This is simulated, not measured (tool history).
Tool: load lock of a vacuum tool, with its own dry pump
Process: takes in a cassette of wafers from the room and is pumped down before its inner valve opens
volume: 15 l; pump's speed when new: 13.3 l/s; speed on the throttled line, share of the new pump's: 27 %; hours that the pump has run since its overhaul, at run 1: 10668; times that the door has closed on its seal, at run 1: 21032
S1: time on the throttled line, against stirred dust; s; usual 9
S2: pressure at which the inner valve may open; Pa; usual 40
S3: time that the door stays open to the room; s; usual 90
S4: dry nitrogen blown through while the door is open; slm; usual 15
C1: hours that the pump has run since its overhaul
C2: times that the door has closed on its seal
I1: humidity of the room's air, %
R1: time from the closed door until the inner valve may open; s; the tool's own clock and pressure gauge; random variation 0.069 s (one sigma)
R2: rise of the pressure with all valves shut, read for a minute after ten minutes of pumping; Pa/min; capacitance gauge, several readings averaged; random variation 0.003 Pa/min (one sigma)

| run | hour | S1 | S2 | S3 | S4 | C1 | C2 | I1 | R1 | R2 |
|---|---|---|---|---|---|---|---|---|---|---|
| 1 | 0 | 9 | 40 | 90 | 15 | 10668 | 21032 | 42.1 | 16.14 | 0.137 |
| 2 | 247.5 | 9 | 40 | 90 | 15 | 10915 | 21539 | 43.8 | 16.4 | 0.131 |
| 3 | 555.6 | 9 | 40 | 90 | 15 | 11224 | 22171 | 46.9 | 16.38 | 0.145 |
| 4 | 763.7 | 9 | 40 | 90 | 15 | 11432 | 22598 | 46.6 | 16.39 | 0.148 |
| 5 | 1064.8 | 9 | 66 | 90 | 15 | 11733 | 23215 | 48.5 | 15.74 | 0.156 |
| 6 | 1381.4 | 9 | 66 | 90 | 15 | 12049 | 23864 | 45.3 | 15.65 | 0.159 |
| 7 | 1518.2 | 9 | 66 | 90 | 15 | 12186 | 24145 | 42.3 | 15.74 | 0.16 |
| 8 | 1653 | 9 | 40 | 90 | 15 | 12321 | 24421 | 43.1 | 16.36 | 0.158 |
| 9 | 1959 | 9 | 40 | 90 | 15 | 12627 | 25048 | 44.7 | 16.42 | 0.166 |
| 10 | 2193.1 | 9 | 40 | 90 | 15 | 12861 | 25529 | 44.7 | 16.47 | 0.17 |
| 11 | 2397.2 | 8 | 40 | 90 | 17 | 13065 | 25947 | 45 | 15.79 | 0.168 |
| 12 | 2605.8 | 9 | 40 | 98 | 17 | 13274 | 26375 | 44.5 | 16.56 | 0.171 |
| 13 | 2892.8 | 12 | 34 | 154 | 15 | 13561 | 26963 | 43.8 | 18.74 | 0.189 |
| 14 | 3102.7 | 12 | 34 | 154 | 15 | 13771 | 27393 | 42.3 | 18.78 | 0.183 |
| 15 | 3259.5 | 12 | 34 | 154 | 15 | 13927 | 27715 | 43.3 | 18.84 | 0.184 |
| 16 | 3442.9 | 9 | 40 | 36 | 30 | 14111 | 28091 | 42.4 | 16.47 | 0.164 |
| 17 | 3579.5 | 9 | 40 | 36 | 30 | 14247 | 28371 | 45.3 | 16.54 | 0.173 |

3 ways to go on from here, each from the tool as it stands after run 17. What would each give?
| A | 3837 | 9 | 35 | 36 | 30 | 14505 | 28899 | 44.2 | ? | ? |
| B | 3837 | 9 | 40 | 76 | 30 | 14505 | 28899 | 45.2 | ? | ? |
| C | 3837 | 9 | 40 | 54 | 15 | 14505 | 28899 | 42.6 | ? | ? |

| run | R1 | R2 |
|---|---|---|
| A | 16.73 | 0.176 |
| B | 16.51 | 0.185 |
| C | 16.54 | 0.183 |
Without the tool's hidden state the same runs would have given:
| run | R1 | R2 |
|---|---|---|
| A | 15.63 | 0.03 |
| B | 15.44 | 0.037 |
| C | 15.47 | 0.038 |
